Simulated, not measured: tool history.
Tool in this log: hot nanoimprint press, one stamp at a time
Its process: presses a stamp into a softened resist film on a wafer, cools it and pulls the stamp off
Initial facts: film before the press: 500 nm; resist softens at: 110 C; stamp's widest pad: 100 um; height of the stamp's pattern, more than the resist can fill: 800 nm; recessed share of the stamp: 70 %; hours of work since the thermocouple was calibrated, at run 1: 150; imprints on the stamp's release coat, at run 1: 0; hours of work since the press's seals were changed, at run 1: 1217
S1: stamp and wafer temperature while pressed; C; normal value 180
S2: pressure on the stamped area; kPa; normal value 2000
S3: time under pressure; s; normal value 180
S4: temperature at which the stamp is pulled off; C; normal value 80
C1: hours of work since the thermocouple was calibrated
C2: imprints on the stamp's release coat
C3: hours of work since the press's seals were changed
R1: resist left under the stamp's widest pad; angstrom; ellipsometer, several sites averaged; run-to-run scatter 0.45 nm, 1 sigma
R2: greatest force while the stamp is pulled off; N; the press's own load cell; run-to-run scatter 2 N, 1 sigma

run     day   S1    S2   S3  S4   C1    C2    C3    R1   R2
  1   0.000  180  2000  180  80  150     0  1217  2062  129
  2   1.729  180  2000  180  80  178   171  1245  2059  135
  3   3.729  180  2000  125  80  210   369  1277  2335  137
      5.542  -- press's hydraulic seals changed and the load cell set to zero
  4   6.192  180  2000  275  80  245   579    11  1680  143
  5   8.008  172  2000  180  80  274   759    40  2737  148
  6   9.175  172  2000  180  80  293   874    59  2746  157
  7  10.354  172  1810  180  80  312   991    78  2862  160
  8  11.529  174  1810  180  80  331  1107    97  2652  162
     12.871  -- stamp cleaned and given a new release coat
  9  13.908  174  1810  180  80  366   102   132  2647  129
 10  15.471  180  2000  180  80  391   257   157  1952  134
 11  16.579  180  2000  180  80  409   367   175  1945  136
 12  17.612  180  2000  180  80  426   469   192  1952  140
 13  18.633  170  2000  180  80  443   570   208  2958  145
 14  20.721  170  2000  180  80  477   776   242  2948  153
 15  22.646  170  2000  180  80  508   966   274  2934  158
 16  23.912  173  2000  107  83  528  1091   294  3041  146
     25.371  -- stamp cleaned and given a new release coat
 17  25.371  173  2610  105  83  548     0   314  2722  118
     26.604  -- plate thermocouple calibrated
 18  26.962  170  1920  167  81    6   145   338  3108  127
 19  28.125  180  2000  220  76   25   260   356  1840  147
 20  30.217  180  2000  180  75   59   467   390  1974  158
 21  31.800  180  2270  232  71   84   623   416  1673  177
 22  33.662  185  2000  129  69  115   807   446  1804  190
 23  34.746  180  2440  228  74  132   914   464  1607  177
 24  36.754  180  2440  228  74  165  1113   496  1617  185
     38.029  -- stamp cleaned and given a new release coat
 25  38.738  180  2440  228  74  193    70   525  1622  147
 26  39.817  192  2650  333  71  210   177   542   809  159
 27  41.842  169  2650  113  71  243   377   575  3118  162
 28  44.125  185  1720  180  71  280   603   612  1726  177
 29  45.692  185  1720  180  71  306   758   637  1720  184

4 ways to go on from here, each from the tool as it stands after run 29. What would each give?
  A  47.462  180  2000  127  80  334  933  666   ?   ?
  B  47.462  185  1240  180  79  334  933  666   ?   ?
  C  47.462  185  1720  202  71  334  933  666   ?   ?
  D  47.462  180  2000  133  68  334  933  666   ?   ?

run    R1   R2
  A  2207  146
  B  2060  157
  C  1654  189
  D  2179  197
Without the tool's unlogged condition, the same runs would have read:
run    R1   R2
  A  2227  121
  B  2092  131
  C  1671  157
  D  2199  163

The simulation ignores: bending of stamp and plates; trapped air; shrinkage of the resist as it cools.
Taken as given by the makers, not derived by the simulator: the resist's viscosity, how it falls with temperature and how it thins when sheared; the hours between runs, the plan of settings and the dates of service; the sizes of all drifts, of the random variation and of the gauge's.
